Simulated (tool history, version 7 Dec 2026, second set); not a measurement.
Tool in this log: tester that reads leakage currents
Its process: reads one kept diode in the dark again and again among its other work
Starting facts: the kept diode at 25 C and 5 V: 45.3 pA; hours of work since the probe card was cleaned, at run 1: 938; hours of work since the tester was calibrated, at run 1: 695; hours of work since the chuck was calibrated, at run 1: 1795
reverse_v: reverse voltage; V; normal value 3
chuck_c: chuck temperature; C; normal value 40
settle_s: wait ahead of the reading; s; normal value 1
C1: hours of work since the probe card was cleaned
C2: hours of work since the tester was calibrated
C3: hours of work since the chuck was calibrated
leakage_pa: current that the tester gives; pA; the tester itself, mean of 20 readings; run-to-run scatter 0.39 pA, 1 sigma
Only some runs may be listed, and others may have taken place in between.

run 1 hour=0 | reverse_v=3 chuck_c=40 settle_s=1 | C1=938 C2=695 C3=1795 | leakage_pa=145.66
run 2 hour=25.7 | reverse_v=1.28 chuck_c=40 settle_s=1 | C1=951 C2=709 C3=1809 | leakage_pa=98.48
run 3 hour=71.4 | reverse_v=1.28 chuck_c=40 settle_s=4.12 | C1=975 C2=732 C3=1832 | leakage_pa=98.11
run 4 hour=106.9 | reverse_v=1.28 chuck_c=40 settle_s=4.12 | C1=993 C2=751 C3=1851 | leakage_pa=98.09
run 5 hour=150.6 | reverse_v=1.28 chuck_c=40 settle_s=4.12 | C1=1016 C2=773 C3=1873 | leakage_pa=98.4
run 6 hour=190.4 | reverse_v=1.28 chuck_c=40 settle_s=4.12 | C1=1037 C2=794 C3=1894 | leakage_pa=98.62
run 7 hour=226.3 | reverse_v=1.28 chuck_c=40 settle_s=4.12 | C1=1055 C2=812 C3=1912 | leakage_pa=98.56
run 8 hour=248.9 | reverse_v=1.28 chuck_c=40 settle_s=4.12 | C1=1067 C2=824 C3=1924 | leakage_pa=98.36
run 9 hour=286.3 | reverse_v=3 chuck_c=21 settle_s=1 | C1=1086 C2=843 C3=1943 | leakage_pa=30.8
run 10 hour=318.4 | reverse_v=3 chuck_c=40 settle_s=1 | C1=1103 C2=860 C3=1960 | leakage_pa=148.17
run 11 hour=341.8 | reverse_v=3 chuck_c=40 settle_s=0.93 | C1=1115 C2=872 C3=1972 | leakage_pa=147.02
run 12 hour=366.3 | reverse_v=3 chuck_c=40 settle_s=1 | C1=1127 C2=885 C3=1985 | leakage_pa=147.14
-- hour=400.5 probe card cleaned and baked
run 13 hour=410.3 | reverse_v=3 chuck_c=40 settle_s=1 | C1=5 C2=906 C3=2006 | leakage_pa=146.3
run 14 hour=442.2 | reverse_v=3 chuck_c=40 settle_s=3.48 | C1=22 C2=922 C3=2022 | leakage_pa=145.59
run 15 hour=487.9 | reverse_v=3 chuck_c=40 settle_s=1 | C1=45 C2=946 C3=2046 | leakage_pa=147.28
run 16 hour=536.7 | reverse_v=3 chuck_c=40 settle_s=1 | C1=70 C2=971 C3=2071 | leakage_pa=146.71
run 17 hour=579.8 | reverse_v=3 chuck_c=40 settle_s=1 | C1=93 C2=994 C3=2094 | leakage_pa=146.2
run 18 hour=611.6 | reverse_v=3 chuck_c=46 settle_s=1 | C1=109 C2=1010 C3=2110 | leakage_pa=234.8
run 19 hour=649.7 | reverse_v=3 chuck_c=46 settle_s=1 | C1=129 C2=1030 C3=2130 | leakage_pa=234.89
run 20 hour=693.9 | reverse_v=3 chuck_c=46 settle_s=1 | C1=152 C2=1053 C3=2153 | leakage_pa=235.94
run 21 hour=734.4 | reverse_v=9.09 chuck_c=23 settle_s=0.99 | C1=173 C2=1074 C3=2174 | leakage_pa=61.39
run 22 hour=759.9 | reverse_v=1.95 chuck_c=21 settle_s=1.05 | C1=186 C2=1087 C3=2187 | leakage_pa=24.73
run 23 hour=790.7 | reverse_v=1.15 chuck_c=60 settle_s=4.39 | C1=202 C2=1103 C3=2203 | leakage_pa=430.95
run 24 hour=824.6 | reverse_v=5.67 chuck_c=26 settle_s=2.34 | C1=219 C2=1120 C3=2220 | leakage_pa=61.98
run 25 hour=859.3 | reverse_v=5.67 chuck_c=26 settle_s=2.34 | C1=237 C2=1138 C3=2238 | leakage_pa=61.84
run 26 hour=891.6 | reverse_v=5.67 chuck_c=26 settle_s=2.34 | C1=254 C2=1155 C3=2255 | leakage_pa=62.51
run 27 hour=934.2 | reverse_v=5.67 chuck_c=25 settle_s=2.34 | C1=276 C2=1177 C3=2277 | leakage_pa=57.46
run 28 hour=970.6 | reverse_v=5.67 chuck_c=25 settle_s=2.34 | C1=295 C2=1196 C3=2296 | leakage_pa=57.54
run 29 hour=993.2 | reverse_v=3 chuck_c=40 settle_s=9.47 | C1=306 C2=1207 C3=2307 | leakage_pa=147.52
run 30 hour=1027.1 | reverse_v=2.05 chuck_c=40 settle_s=8.06 | C1=324 C2=1225 C3=2325 | leakage_pa=123.64
run 31 hour=1066.6 | reverse_v=2.05 chuck_c=40 settle_s=8.06 | C1=344 C2=1245 C3=2345 | leakage_pa=124.87
run 32 hour=1111 | reverse_v=6.04 chuck_c=28 settle_s=0.5 | C1=367 C2=1268 C3=2368 | leakage_pa=80
run 33 hour=1144 | reverse_v=6.04 chuck_c=28 settle_s=0.5 | C1=384 C2=1285 C3=2385 | leakage_pa=80.38
run 34 hour=1186.1 | reverse_v=12.2 chuck_c=21 settle_s=1.7 | C1=406 C2=1307 C3=2407 | leakage_pa=60.56
-- hour=1228 chuck's temperature calibrated
run 35 hour=1232.6 | reverse_v=12.2 chuck_c=21 settle_s=1.7 | C1=429 C2=1330 C3=2 | leakage_pa=52.06
run 36 hour=1271.3 | reverse_v=12.2 chuck_c=26 settle_s=1.7 | C1=449 C2=1350 C3=22 | leakage_pa=79.87
run 37 hour=1312.8 | reverse_v=12.2 chuck_c=26 settle_s=1.7 | C1=471 C2=1372 C3=44 | leakage_pa=79.91

Estimate the outcome of run 38 from the log above:
run 38 hour=1336 | reverse_v=12.2 chuck_c=39 settle_s=1.95 | C1=483 C2=1384 C3=56 | leakage_pa=?

leakage_pa: 231.35 pA
Without the tool's hidden state the same run would have given leakage_pa 227.6 pA.

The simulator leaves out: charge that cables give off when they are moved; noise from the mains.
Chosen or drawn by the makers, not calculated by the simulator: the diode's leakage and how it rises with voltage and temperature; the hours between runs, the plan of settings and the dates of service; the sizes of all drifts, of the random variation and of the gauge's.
